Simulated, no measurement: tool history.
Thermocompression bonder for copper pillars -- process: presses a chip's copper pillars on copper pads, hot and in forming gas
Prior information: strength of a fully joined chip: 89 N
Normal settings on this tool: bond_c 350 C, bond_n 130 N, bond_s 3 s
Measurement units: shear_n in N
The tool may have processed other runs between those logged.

| run | day | bond_c | bond_n | bond_s | shear_n |
|---|---|---|---|---|---|
| 1 | 0 | 350 | 130 | 3 | 53.3 |
| 2 | 0.621 | 350 | 130 | 3 | 53.8 |
| 3 | 1.183 | 337 | 130 | 3 | 46.5 |
| 4 | 1.754 | 337 | 130 | 3 | 47.1 |
| 5 | 2.738 | 350 | 130 | 2 | 46.1 |
| 6 | 3.804 | 364 | 130 | 2 | 50 |
| 7 | 4.508 | 364 | 130 | 2 | 50.1 |
| 8 | 5.571 | 364 | 130 | 2 | 50.9 |
| 9 | 6.45 | 350 | 130 | 3 | 51.8 |
| 10 | 7.196 | 350 | 130 | 3 | 49.6 |
|  | 7.346 | force cell calibrated |
| 11 | 7.938 | 350 | 130 | 3 | 50.6 |
|  | 8.221 | forming gas filter changed |
| 12 | 8.85 | 350 | 130 | 3 | 55.7 |
|  | 9.362 | force cell calibrated, once more |
| 13 | 10.008 | 350 | 130 | 3 | 56.7 |
| 14 | 11.088 | 334 | 130 | 3 | 49.4 |
| 15 | 12.038 | 334 | 130 | 3 | 48.2 |
| 16 | 12.812 | 334 | 130 | 3 | 49 |
| 17 | 13.304 | 334 | 130 | 3 | 50 |
| 18 | 13.879 | 334 | 100 | 3 | 38 |
| 19 | 14.367 | 334 | 100 | 3 | 37.9 |
| 20 | 15.312 | 344 | 80 | 3 | 34.1 |
| 21 | 15.933 | 327 | 110 | 3 | 40.5 |
| 22 | 16.996 | 327 | 110 | 3 | 40.1 |
| 23 | 17.896 | 327 | 110 | 3 | 39.7 |
| 24 | 18.812 | 350 | 136 | 3 | 57.8 |
| 25 | 19.333 | 341 | 153 | 8 | 72.5 |
| 26 | 19.808 | 351 | 139 | 3 | 58 |
| 27 | 20.379 | 351 | 91 | 3 | 40.2 |
| 28 | 21.038 | 361 | 130 | 2 | 53.6 |
| 29 | 21.558 | 348 | 129 | 3 | 53.6 |

4 ways to go on from here, each from the tool as it stands after run 29. What would each give?
| A | 22.012 | 327 | 129 | 5 | ? |
| B | 22.012 | 348 | 81 | 3 | ? |
| C | 22.012 | 350 | 164 | 3 | ? |
| D | 22.012 | 363 | 84 | 3 | ? |

| run | shear_n |
|---|---|
| A | 52.4 |
| B | 33.5 |
| C | 64.8 |
| D | 40.7 |
What these runs would have given with no unlogged condition in the tool:
| run | shear_n |
|---|---|
| A | 53 |
| B | 33.7 |
| C | 66 |
| D | 41.2 |
